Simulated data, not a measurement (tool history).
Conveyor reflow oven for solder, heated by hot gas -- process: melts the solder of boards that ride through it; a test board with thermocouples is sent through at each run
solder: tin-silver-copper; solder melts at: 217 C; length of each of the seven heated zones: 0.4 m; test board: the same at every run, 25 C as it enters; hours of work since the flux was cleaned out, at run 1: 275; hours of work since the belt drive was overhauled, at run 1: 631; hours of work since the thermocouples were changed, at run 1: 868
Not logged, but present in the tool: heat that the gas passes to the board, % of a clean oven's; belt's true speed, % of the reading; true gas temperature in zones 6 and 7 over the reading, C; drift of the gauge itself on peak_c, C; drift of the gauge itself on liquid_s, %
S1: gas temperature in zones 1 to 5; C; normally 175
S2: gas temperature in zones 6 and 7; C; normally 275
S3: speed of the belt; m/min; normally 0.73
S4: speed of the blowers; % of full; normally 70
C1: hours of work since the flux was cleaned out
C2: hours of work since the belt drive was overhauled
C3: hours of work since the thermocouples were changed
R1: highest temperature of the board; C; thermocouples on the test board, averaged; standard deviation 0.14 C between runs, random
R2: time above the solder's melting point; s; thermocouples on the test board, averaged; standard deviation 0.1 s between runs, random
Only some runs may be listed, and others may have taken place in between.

| run | hour | S1 | S2 | S3 | S4 | C1 | C2 | C3 | R1 | R2 |
|---|---|---|---|---|---|---|---|---|---|---|
| 1 | 0 | 175 | 275 | 0.73 | 70 | 275 | 631 | 868 | 259.7 | 53.9 |
| 2 | 12 | 175 | 275 | 0.789 | 70 | 283 | 638 | 876 | 257.1 | 48.1 |
|  | 42.6 | flux residue cleaned out of gas plates and filters |
| 3 | 42.6 | 166 | 275 | 0.789 | 70 | 0 | 654 | 891 | 258.1 | 46.7 |
| 4 | 59.2 | 175 | 289 | 0.73 | 70 | 10 | 664 | 901 | 274.9 | 60.8 |
| 5 | 83.1 | 175 | 289 | 0.73 | 70 | 24 | 678 | 916 | 274.7 | 60.8 |
| 6 | 103.1 | 175 | 275 | 0.73 | 70 | 37 | 690 | 928 | 261.9 | 55.3 |
|  | 120.6 | thermocouples of zones 6 and 7 changed |
| 7 | 131.6 | 175 | 275 | 0.73 | 84 | 53 | 706 | 7 | 262.7 | 56.1 |
| 8 | 144.1 | 175 | 275 | 0.73 | 84 | 60 | 714 | 14 | 262.5 | 56 |
| 9 | 162.8 | 175 | 275 | 0.826 | 84 | 71 | 725 | 26 | 258.8 | 47.3 |
| 10 | 181.8 | 175 | 275 | 0.826 | 84 | 83 | 736 | 37 | 258.7 | 47.2 |
| 11 | 193.7 | 175 | 275 | 0.826 | 84 | 90 | 744 | 44 | 258.8 | 47.2 |
| 12 | 223 | 175 | 275 | 0.826 | 84 | 108 | 761 | 62 | 258.6 | 47.2 |
|  | 228.5 | belt drive overhauled, speed set with a stopwatch |
| 13 | 250.2 | 175 | 289 | 0.73 | 70 | 122 | 13 | 76 | 272.3 | 59.9 |
| 14 | 277.6 | 175 | 283 | 0.73 | 70 | 138 | 30 | 92 | 266.7 | 57.9 |
| 15 | 300 | 161 | 265 | 0.639 | 50 | 152 | 43 | 106 | 247.4 | 48.9 |
|  | 312.6 | belt drive overhauled, speed set with a stopwatch, once more |
| 16 | 321.5 | 169 | 267 | 0.738 | 59 | 162 | 5 | 117 | 248.1 | 43.7 |
| 17 | 347.7 | 179 | 281 | 0.688 | 70 | 178 | 21 | 132 | 267 | 62.1 |
| 18 | 366.8 | 179 | 281 | 0.688 | 70 | 190 | 33 | 144 | 267 | 62.2 |
| 19 | 378.8 | 175 | 267 | 0.644 | 69 | 197 | 40 | 151 | 255.4 | 59.3 |
| 20 | 402.4 | 175 | 267 | 0.644 | 69 | 211 | 54 | 165 | 255.3 | 59.4 |
| 21 | 431.9 | 177 | 274 | 0.624 | 67 | 229 | 72 | 183 | 262.5 | 65.7 |
| 22 | 451.8 | 177 | 274 | 0.624 | 67 | 241 | 84 | 195 | 262.2 | 65.8 |
| 23 | 471.9 | 172 | 286 | 0.698 | 80 | 253 | 96 | 207 | 271.8 | 61.1 |
| 24 | 491.7 | 172 | 286 | 0.609 | 80 | 265 | 108 | 219 | 275.6 | 72.1 |
| 25 | 511.1 | 172 | 286 | 0.609 | 80 | 277 | 120 | 231 | 275.6 | 71.9 |
| 26 | 524 | 169 | 288 | 0.721 | 53 | 285 | 128 | 239 | 264.7 | 54.6 |
|  | 551.6 | flux residue cleaned out of gas plates and filters |
| 27 | 552.7 | 169 | 288 | 0.721 | 53 | 1 | 142 | 253 | 266.7 | 55.8 |

Forecast each of these 4 alternatives for the next run:
| A | 570.8 | 181 | 275 | 0.73 | 70 | 12 | 153 | 264 | ? | ? |
| B | 570.8 | 177 | 275 | 0.66 | 70 | 12 | 153 | 264 | ? | ? |
| C | 570.8 | 175 | 276 | 0.87 | 70 | 12 | 153 | 264 | ? | ? |
| D | 570.8 | 175 | 275 | 0.877 | 70 | 12 | 153 | 264 | ? | ? |

| run | R1 | R2 |
|---|---|---|
| A | 261.3 | 56.6 |
| B | 263.5 | 62.8 |
| C | 255 | 42.3 |
| D | 253.9 | 41.4 |
With no hidden state in the tool, these same runs would have given:
| run | R1 | R2 |
|---|---|---|
| A | 261 | 56.4 |
| B | 263.2 | 62.5 |
| C | 254.9 | 42.2 |
| D | 253.8 | 41.3 |
